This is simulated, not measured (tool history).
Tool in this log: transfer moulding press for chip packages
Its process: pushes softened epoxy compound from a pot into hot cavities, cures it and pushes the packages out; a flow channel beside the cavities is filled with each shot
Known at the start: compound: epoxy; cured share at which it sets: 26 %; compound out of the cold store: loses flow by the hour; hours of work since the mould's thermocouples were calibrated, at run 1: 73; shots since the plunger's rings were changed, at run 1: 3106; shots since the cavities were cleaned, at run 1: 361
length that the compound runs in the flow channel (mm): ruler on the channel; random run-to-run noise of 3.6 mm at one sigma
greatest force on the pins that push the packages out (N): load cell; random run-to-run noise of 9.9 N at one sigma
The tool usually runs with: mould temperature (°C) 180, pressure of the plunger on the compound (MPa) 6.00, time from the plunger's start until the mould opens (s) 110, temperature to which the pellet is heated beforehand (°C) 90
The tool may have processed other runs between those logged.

run,hour,mould temperature (°C),pressure of the plunger on the compound (MPa),time from the plunger's start until the mould opens (s),temperature to which the pellet is heated beforehand (°C),hours of work since the mould's thermocouples were calibrated,shots since the plunger's rings were changed,shots since the cavities were cleaned,incoming compound's hours out of the cold store,length that the compound runs in the flow channel (mm),greatest force on the pins that push the packages out (N)
1,0.0,180,6.00,110,90,73,3106,361,32.4,911,579
# hour 9.6: cavities cleaned with cleaning compound and waxed
# hour 48.8: plunger's sealing rings changed
2,54.9,180,6.00,110,90,99,51,361,46.1,849,563
# hour 65.6: cavities cleaned with cleaning compound and waxed
3,88.3,180,6.00,110,90,115,320,192,31.5,929,535
# hour 117.6: cavities cleaned with cleaning compound and waxed
4,160.4,180,6.00,110,90,151,915,360,40.3,877,558
# hour 172.8: cavities cleaned with cleaning compound and waxed
# hour 225.3: cavities cleaned with cleaning compound and waxed
5,233.9,182,6.00,110,90,186,1509,72,27.5,934,456
# hour 282.1: cavities cleaned with cleaning compound and waxed
6,282.1,182,6.00,110,99,210,1904,1,9.9,1034,433
# hour 335.2: cavities cleaned with cleaning compound and waxed
7,335.2,182,6.00,110,99,236,2338,0,46.3,827,401
# hour 390.0: cavities cleaned with cleaning compound and waxed
8,392.4,180,6.00,110,90,265,2808,21,14.6,1016,461
9,430.4,180,4.96,110,90,284,3128,341,13.3,923,557
# hour 443.3: cavities cleaned with cleaning compound and waxed
10,462.1,180,4.96,110,90,299,3383,159,47.0,749,492
# hour 471.2: plunger's sealing rings changed
# hour 498.2: cavities cleaned with cleaning compound and waxed
11,524.8,180,4.96,110,90,329,439,224,17.2,908,528
# hour 551.9: cavities cleaned with cleaning compound and waxed
12,570.0,181,4.96,110,90,352,807,152,46.9,758,461
# hour 603.6: cavities cleaned with cleaning compound and waxed
13,603.6,181,4.96,110,90,368,1078,0,26.0,855,436
14,641.3,181,4.96,110,90,387,1395,317,12.6,933,553
# hour 660.1: cavities cleaned with cleaning compound and waxed
15,687.1,181,4.96,110,90,409,1769,227,18.4,899,508
# hour 713.3: cavities cleaned with cleaning compound and waxed
16,744.6,181,4.96,110,90,438,2241,263,13.4,923,530
# hour 766.2: cavities cleaned with cleaning compound and waxed
# hour 784.0: mould's thermocouples calibrated
17,784.4,177,4.96,117,90,0,2547,137,8.7,966,553
# hour 820.5: cavities cleaned with cleaning compound and waxed
18,837.3,187,5.83,127,84,26,2981,142,34.2,866,423
# hour 873.2: cavities cleaned with cleaning compound and waxed
# hour 897.8: plunger's sealing rings changed
19,898.9,187,5.83,127,84,56,9,195,30.7,900,425
# hour 929.7: cavities cleaned with cleaning compound and waxed
20,930.9,187,5.83,105,90,71,267,11,11.7,1009,417
# hour 981.7: cavities cleaned with cleaning compound and waxed
21,988.5,185,4.65,123,98,100,739,57,10.6,908,418
# hour 1038.1: cavities cleaned with cleaning compound and waxed
22,1052.4,185,4.70,123,98,131,1265,120,26.5,818,418
# hour 1094.7: cavities cleaned with cleaning compound and waxed
23,1114.3,176,6.18,131,95,162,1775,166,27.9,960,493
# hour 1146.5: cavities cleaned with cleaning compound and waxed
24,1158.1,180,6.18,131,95,184,2131,98,17.4,1001,431
# hour 1204.1: cavities cleaned with cleaning compound and waxed
25,1230.0,187,7.39,101,91,219,2725,219,45.4,916,485
# hour 1257.2: cavities cleaned with cleaning compound and waxed
26,1275.5,174,4.62,110,90,242,3095,153,28.4,826,657
# hour 1310.1: cavities cleaned with cleaning compound and waxed
# hour 1320.8: plunger's sealing rings changed
27,1347.2,174,4.62,110,90,276,223,292,14.6,919,761

Take each entry between the runs: how does the hidden state at the last listed run before it differ from the hidden state at the first listed run after it?
Run 1 -> run 2: cavities cleaned with cleaning compound and waxed (hour 9.6); plunger's sealing rings changed (hour 48.8)
  true mould temperature over the reading, C: 0.13 -> 0.19; pressure that reaches the compound, % of what is set: 95.97 -> 99.65; grip of the stained cavities, % over clean ones': 30.1 -> 30.3
  the result without the hidden state subtracted from the measured one, length that the compound runs in the flow channel (mm): -19 -> -2; greatest force on the pins that push the packages out (N): +133 -> +128
Run 2 -> run 3: cavities cleaned with cleaning compound and waxed (hour 65.6)
  true mould temperature over the reading, C: 0.19 -> 0.23; pressure that reaches the compound, % of what is set: 99.65 -> 99.29; grip of the stained cavities, % over clean ones': 30.3 -> 20.8
  the result without the hidden state subtracted from the measured one, length that the compound runs in the flow channel (mm): -2 -> -4; greatest force on the pins that push the packages out (N): +128 -> +87
Run 3 -> run 4: cavities cleaned with cleaning compound and waxed (hour 117.6)
  true mould temperature over the reading, C: 0.23 -> 0.32; pressure that reaches the compound, % of what is set: 99.29 -> 98.56; grip of the stained cavities, % over clean ones': 20.8 -> 29.3
  the result without the hidden state subtracted from the measured one, length that the compound runs in the flow channel (mm): -4 -> -7; greatest force on the pins that push the packages out (N): +87 -> +123
Run 4 -> run 5: cavities cleaned with cleaning compound and waxed (hour 172.8); cavities cleaned with cleaning compound and waxed (hour 225.3)
  true mould temperature over the reading, C: 0.32 -> 0.41; pressure that reaches the compound, % of what is set: 98.56 -> 97.85; grip of the stained cavities, % over clean ones': 29.3 -> 8
  the result without the hidden state subtracted from the measured one, length that the compound runs in the flow channel (mm): -7 -> -11; greatest force on the pins that push the packages out (N): +123 -> +29
Run 5 -> run 6: cavities cleaned with cleaning compound and waxed (hour 282.1)
  true mould temperature over the reading, C: 0.41 -> 0.46; pressure that reaches the compound, % of what is set: 97.85 -> 97.33; grip of the stained cavities, % over clean ones': 8 -> 0.9
  the result without the hidden state subtracted from the measured one, length that the compound runs in the flow channel (mm): -11 -> -16; greatest force on the pins that push the packages out (N): +29 -> -2
Run 6 -> run 7: cavities cleaned with cleaning compound and waxed (hour 335.2)
  true mould temperature over the reading, C: 0.46 -> 0.52; pressure that reaches the compound, % of what is set: 97.33 -> 96.71; grip of the stained cavities, % over clean ones': 0.9 -> 2.5
  the result without the hidden state subtracted from the measured one, length that the compound runs in the flow channel (mm): -16 -> -16; greatest force on the pins that push the packages out (N): -2 -> +6
Run 7 -> run 8: cavities cleaned with cleaning compound and waxed (hour 390.0)
  true mould temperature over the reading, C: 0.52 -> 0.59; pressure that reaches the compound, % of what is set: 96.71 -> 96.13; grip of the stained cavities, % over clean ones': 2.5 -> 4
  the result without the hidden state subtracted from the measured one, length that the compound runs in the flow channel (mm): -16 -> -23; greatest force on the pins that push the packages out (N): +6 -> +7
Run 9 -> run 10: cavities cleaned with cleaning compound and waxed (hour 443.3)
  true mould temperature over the reading, C: 0.64 -> 0.68; pressure that reaches the compound, % of what is set: 95.74 -> 95.37; grip of the stained cavities, % over clean ones': 28.5 -> 17.1
  the result without the hidden state subtracted from the measured one, length that the compound runs in the flow channel (mm): -22 -> -19; greatest force on the pins that push the packages out (N): +114 -> +63
Run 10 -> run 11: plunger's sealing rings changed (hour 471.2); cavities cleaned with cleaning compound and waxed (hour 498.2)
  true mould temperature over the reading, C: 0.68 -> 0.74; pressure that reaches the compound, % of what is set: 95.37 -> 98.75; grip of the stained cavities, % over clean ones': 17.1 -> 20.9
  the result without the hidden state subtracted from the measured one, length that the compound runs in the flow channel (mm): -19 -> -8; greatest force on the pins that push the packages out (N): +63 -> +78
Run 11 -> run 12: cavities cleaned with cleaning compound and waxed (hour 551.9)
  true mould temperature over the reading, C: 0.74 -> 0.79; pressure that reaches the compound, % of what is set: 98.75 -> 98.31; grip of the stained cavities, % over clean ones': 20.9 -> 14.6
  the result without the hidden state subtracted from the measured one, length that the compound runs in the flow channel (mm): -8 -> -8; greatest force on the pins that push the packages out (N): +78 -> +52
Run 12 -> run 13: cavities cleaned with cleaning compound and waxed (hour 603.6)
  true mould temperature over the reading, C: 0.79 -> 0.83; pressure that reaches the compound, % of what is set: 98.31 -> 97.95; grip of the stained cavities, % over clean ones': 14.6 -> 0.3
  the result without the hidden state subtracted from the measured one, length that the compound runs in the flow channel (mm): -8 -> -11; greatest force on the pins that push the packages out (N): +52 -> -10
Run 14 -> run 15: cavities cleaned with cleaning compound and waxed (hour 660.1)
  true mould temperature over the reading, C: 0.88 -> 0.94; pressure that reaches the compound, % of what is set: 97.51 -> 97.02; grip of the stained cavities, % over clean ones': 27.4 -> 20
  the result without the hidden state subtracted from the measured one, length that the compound runs in the flow channel (mm): -14 -> -16; greatest force on the pins that push the packages out (N): +106 -> +72
Run 15 -> run 16: cavities cleaned with cleaning compound and waxed (hour 713.3)
  true mould temperature over the reading, C: 0.94 -> 1; pressure that reaches the compound, % of what is set: 97.02 -> 96.4; grip of the stained cavities, % over clean ones': 20 -> 23.9
  the result without the hidden state subtracted from the measured one, length that the compound runs in the flow channel (mm): -16 -> -21; greatest force on the pins that push the packages out (N): +72 -> +88
Run 16 -> run 17: cavities cleaned with cleaning compound and waxed (hour 766.2); mould's thermocouples calibrated (hour 784.0)
  true mould temperature over the reading, C: 1 -> 0.21; pressure that reaches the compound, % of what is set: 96.4 -> 95.99; grip of the stained cavities, % over clean ones': 23.9 -> 15.8
  the result without the hidden state subtracted from the measured one, length that the compound runs in the flow channel (mm): -21 -> -21; greatest force on the pins that push the packages out (N): +88 -> +71
Run 17 -> run 18: cavities cleaned with cleaning compound and waxed (hour 820.5)
  true mould temperature over the reading, C: 0.21 -> 0.27; pressure that reaches the compound, % of what is set: 95.99 -> 95.4; grip of the stained cavities, % over clean ones': 15.8 -> 14.4
  the result without the hidden state subtracted from the measured one, length that the compound runs in the flow channel (mm): -21 -> -21; greatest force on the pins that push the packages out (N): +71 -> +53
Run 18 -> run 19: cavities cleaned with cleaning compound and waxed (hour 873.2); plunger's sealing rings changed (hour 897.8)
  true mould temperature over the reading, C: 0.27 -> 0.35; pressure that reaches the compound, % of what is set: 95.4 -> 99.68; grip of the stained cavities, % over clean ones': 14.4 -> 19
  the result without the hidden state subtracted from the measured one, length that the compound runs in the flow channel (mm): -21 -> -3; greatest force on the pins that push the packages out (N): +53 -> +69
Run 19 -> run 20: cavities cleaned with cleaning compound and waxed (hour 929.7)
  true mould temperature over the reading, C: 0.35 -> 0.39; pressure that reaches the compound, % of what is set: 99.68 -> 99.36; grip of the stained cavities, % over clean ones': 19 -> 1.1
  the result without the hidden state subtracted from the measured one, length that the compound runs in the flow channel (mm): -3 -> -5; greatest force on the pins that push the packages out (N): +69 -> +2
Run 20 -> run 21: cavities cleaned with cleaning compound and waxed (hour 981.7)
  true mould temperature over the reading, C: 0.39 -> 0.45; pressure that reaches the compound, % of what is set: 99.36 -> 98.73; grip of the stained cavities, % over clean ones': 1.1 -> 7.1
  the result without the hidden state subtracted from the measured one, length that the compound runs in the flow channel (mm): -5 -> -7; greatest force on the pins that push the packages out (N): +2 -> +27
Run 21 -> run 22: cavities cleaned with cleaning compound and waxed (hour 1038.1)
  true mould temperature over the reading, C: 0.45 -> 0.52; pressure that reaches the compound, % of what is set: 98.73 -> 98.07; grip of the stained cavities, % over clean ones': 7.1 -> 13.9
  the result without the hidden state subtracted from the measured one, length that the compound runs in the flow channel (mm): -7 -> -9; greatest force on the pins that push the packages out (N): +27 -> +50
Run 22 -> run 23: cavities cleaned with cleaning compound and waxed (hour 1094.7)
  true mould temperature over the reading, C: 0.52 -> 0.6; pressure that reaches the compound, % of what is set: 98.07 -> 97.41; grip of the stained cavities, % over clean ones': 13.9 -> 18
  the result without the hidden state subtracted from the measured one, length that the compound runs in the flow channel (mm): -9 -> -15; greatest force on the pins that push the packages out (N): +50 -> +67
Run 23 -> run 24: cavities cleaned with cleaning compound and waxed (hour 1146.5)
  true mould temperature over the reading, C: 0.6 -> 0.65; pressure that reaches the compound, % of what is set: 97.41 -> 96.94; grip of the stained cavities, % over clean ones': 18 -> 11.2
  the result without the hidden state subtracted from the measured one, length that the compound runs in the flow channel (mm): -15 -> -18; greatest force on the pins that push the packages out (N): +67 -> +40
Run 24 -> run 25: cavities cleaned with cleaning compound and waxed (hour 1204.1)
  true mould temperature over the reading, C: 0.65 -> 0.74; pressure that reaches the compound, % of what is set: 96.94 -> 96.18; grip of the stained cavities, % over clean ones': 11.2 -> 22.5
  the result without the hidden state subtracted from the measured one, length that the compound runs in the flow channel (mm): -18 -> -20; greatest force on the pins that push the packages out (N): +40 -> +84
Run 25 -> run 26: cavities cleaned with cleaning compound and waxed (hour 1257.2)
  true mould temperature over the reading, C: 0.74 -> 0.79; pressure that reaches the compound, % of what is set: 96.18 -> 95.7; grip of the stained cavities, % over clean ones': 22.5 -> 15.6
  the result without the hidden state subtracted from the measured one, length that the compound runs in the flow channel (mm): -20 -> -21; greatest force on the pins that push the packages out (N): +84 -> +60
Run 26 -> run 27: cavities cleaned with cleaning compound and waxed (hour 1310.1); plunger's sealing rings changed (hour 1320.8)
  true mould temperature over the reading, C: 0.79 -> 0.87; pressure that reaches the compound, % of what is set: 95.7 -> 99.45; grip of the stained cavities, % over clean ones': 15.6 -> 26.2
  the result without the hidden state subtracted from the measured one, length that the compound runs in the flow channel (mm): -21 -> -6; greatest force on the pins that push the packages out (N): +60 -> +122

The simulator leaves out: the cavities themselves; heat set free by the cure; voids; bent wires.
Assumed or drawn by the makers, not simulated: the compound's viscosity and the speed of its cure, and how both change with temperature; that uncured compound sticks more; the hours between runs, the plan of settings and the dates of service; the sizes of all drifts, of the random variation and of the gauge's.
